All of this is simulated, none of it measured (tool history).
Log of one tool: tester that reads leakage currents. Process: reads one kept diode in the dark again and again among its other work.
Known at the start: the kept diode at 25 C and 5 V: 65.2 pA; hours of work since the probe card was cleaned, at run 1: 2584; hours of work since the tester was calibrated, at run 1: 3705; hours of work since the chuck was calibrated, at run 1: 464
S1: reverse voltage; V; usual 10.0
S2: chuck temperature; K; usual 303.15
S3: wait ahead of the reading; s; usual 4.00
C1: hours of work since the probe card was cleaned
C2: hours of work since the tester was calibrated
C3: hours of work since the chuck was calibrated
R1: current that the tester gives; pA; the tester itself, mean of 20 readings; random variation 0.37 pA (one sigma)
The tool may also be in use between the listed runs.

run      day    S1      S2    S3    C1    C2    C3      R1
  1    0.000  10.0  303.15  4.00  2584  3705   464  131.89
  2    4.783  10.0  303.15  4.00  2646  3767   526  131.50
  3    8.921  10.0  303.15  4.00  2699  3821   579  132.88
      14.188  -- probe card cleaned and baked
  4   16.833  10.0  303.15  0.30    34  3921   680  141.61
  5   21.892  10.0  303.15  0.30    99  3986   745  142.26
  6   27.146  10.0  303.15  4.00   167  4054   813  137.41
      31.638  -- probe card cleaned and baked, once more
  7   36.896  10.0  303.15  4.00    68  4178   937  132.50
  8   42.762  10.0  303.15  4.00   144  4254  1013  133.70
  9   49.183   1.4  303.15  4.00   226  4337  1096   62.20
 10   56.904  19.7  303.15  4.00   326  4437  1195  176.87
      62.050  -- tester calibrated
 11   63.742  19.7  303.15  4.00   413    22  1283  178.78
 12   70.075  19.7  303.15  4.00   495   104  1364  181.35
      79.383  -- chuck's temperature calibrated
 13   79.383  19.7  303.15  4.00   614   223     0  162.73
 14   88.375  19.7  325.15  4.00   730   339   116  710.28
 15   93.225  10.0  303.15  4.00   793   401   179  126.30
 16   98.383  10.0  303.15  4.00   859   468   245  126.60
 17  105.871   1.6  303.15  4.00   956   565   342   61.94
 18  112.488   1.6  303.15  4.00  1042   650   427   62.74
 19  121.358   1.6  303.15  4.00  1156   765   542   63.04
 20  127.029   1.6  303.15  4.00  1229   838   615   63.67
 21  135.475   1.6  303.15  4.00  1338   947   724   64.03
 22  143.312   3.5  321.15  4.00  1439  1048   825  294.70
 23  151.388  10.0  307.15  4.00  1544  1152   930  177.20
 24  157.358  13.2  298.15  4.00  1621  1229  1007  106.27
 25  165.875  12.0  308.15  1.58  1731  1339  1117  208.96
 26  170.783  12.0  308.15  1.58  1794  1403  1180  209.03
 27  175.796  13.7  308.15  7.99  1859  1467  1245  220.34
 28  180.450   3.4  293.15  7.99  1919  1527  1305   43.63
 29  188.354   1.1  317.15  2.72  2021  1629  1407  150.62
 30  193.408  19.8  317.15  1.33  2086  1695  1472  472.68
     194.225  -- chuck's temperature calibrated
 31  203.158  19.8  317.15  1.33  2211  1819   115  436.00
 32  210.833  11.8  317.15  1.33  2310  1918   214  354.47
 33  215.338  11.8  317.15  1.33  2368  1977   273  354.02
 34  220.721  10.0  296.15  4.00  2438  2046   342   79.42
 35  228.046  16.6  312.15  4.00  2532  2141   437  295.05
 36  234.775   1.3  312.15  4.00  2619  2228   523  108.93
 37  241.354  19.1  306.15  4.00  2704  2312   608  212.87
     246.096  -- probe card cleaned and baked
 38  246.096   8.3  306.15  1.66     0  2372   668  150.17
 39  251.804   8.3  306.15  1.66    74  2446   742  149.64

4 ways to go on from here, each from the tool as it stands after run 39. What would each give?
  A  257.012  10.0  330.15  0.58  141  2513  809   ?
  B  257.012  10.0  296.15  4.36  141  2513  809   ?
  C  257.012   2.4  303.15  1.09  141  2513  809   ?
  D  257.012   2.0  303.15  4.00  141  2513  809   ?

run      R1
  A  777.84
  B   78.80
  C   75.83
  D   70.40
Without the tool's hidden state the same runs would have given:
run      R1
  A  740.30
  B   73.84
  C   71.42
  D   66.29
